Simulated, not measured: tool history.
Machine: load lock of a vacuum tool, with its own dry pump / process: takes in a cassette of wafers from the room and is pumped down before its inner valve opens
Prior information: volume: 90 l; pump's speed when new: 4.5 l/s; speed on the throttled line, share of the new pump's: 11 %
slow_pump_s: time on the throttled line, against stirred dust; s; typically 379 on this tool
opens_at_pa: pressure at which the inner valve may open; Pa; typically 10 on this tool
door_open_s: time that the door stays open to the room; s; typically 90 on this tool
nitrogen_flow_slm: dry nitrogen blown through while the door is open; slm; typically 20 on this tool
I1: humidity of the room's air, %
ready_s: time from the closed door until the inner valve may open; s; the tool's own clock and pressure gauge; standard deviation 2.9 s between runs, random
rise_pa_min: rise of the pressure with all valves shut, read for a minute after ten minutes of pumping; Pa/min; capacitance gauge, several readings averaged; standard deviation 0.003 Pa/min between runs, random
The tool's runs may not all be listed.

Run 1, hour 0.0: usual settings; I1 45.3. Result: ready_s 541.6 s, rise_pa_min 0.043 Pa/min.
Run 2, hour 217.8: usual settings; I1 45.3. Result: ready_s 541.4 s, rise_pa_min 0.043 Pa/min.
Run 3, hour 409.5: usual settings; I1 44.1. Result: ready_s 550.2 s, rise_pa_min 0.043 Pa/min.
Run 4, hour 554.0: usual settings; I1 42.7. Result: ready_s 546.0 s, rise_pa_min 0.040 Pa/min.
Run 5, hour 662.0: usual settings; I1 43.8. Result: ready_s 547.9 s, rise_pa_min 0.046 Pa/min.
Run 6, hour 843.0: usual settings; I1 43.9. Result: ready_s 546.1 s, rise_pa_min 0.043 Pa/min.
Run 7, hour 972.3: usual settings; I1 44.4. Result: ready_s 548.8 s, rise_pa_min 0.046 Pa/min.
Run 8, hour 1150.2: usual settings but slow_pump_s 216 s, opens_at_pa 8 Pa, door_open_s 107 s, nitrogen_flow_slm 4 slm; I1 46.0. Result: ready_s 408.9 s, rise_pa_min 0.064 Pa/min.
Run 9, hour 1354.8: usual settings but opens_at_pa 20 Pa; I1 44.6. Result: ready_s 531.2 s, rise_pa_min 0.051 Pa/min.
Run 10, hour 1522.1: usual settings but opens_at_pa 20 Pa; I1 40.6. Result: ready_s 539.3 s, rise_pa_min 0.053 Pa/min.
Run 11, hour 1730.1: usual settings but opens_at_pa 13 Pa, door_open_s 151 s, nitrogen_flow_slm 5 slm; I1 41.8. Result: ready_s 546.1 s, rise_pa_min 0.075 Pa/min.
Run 12, hour 1841.1: usual settings but slow_pump_s 338 s, opens_at_pa 11 Pa, door_open_s 26 s, nitrogen_flow_slm 5 slm; I1 47.5. Result: ready_s 514.3 s, rise_pa_min 0.045 Pa/min.

Below, some changes in ready_s between adjacent runs. For each, the amount present without the hidden state too (settings, incoming material, random variation) and the amount remaining for the hidden state with gauge scatter not shared by both compared results:
The hidden state here: pump's speed, % of a new pump's; leak at the door's seal, Pa l/s; drift of the gauge itself on ready_s, %; drift of the gauge itself on rise_pa_min, %.
Run 7 -> 8: slow_pump_s 379 -> 216, opens_at_pa 10 -> 8, door_open_s 90 -> 107, nitrogen_flow_slm 20 -> 4. ready_s -139.9 s: hidden state +4.2, all else -144.1.
Run 8 -> 9: slow_pump_s 216 -> 379, opens_at_pa 8 -> 20, door_open_s 107 -> 90, nitrogen_flow_slm 4 -> 20. ready_s +122.3 s: hidden state -5.4, all else +127.7.
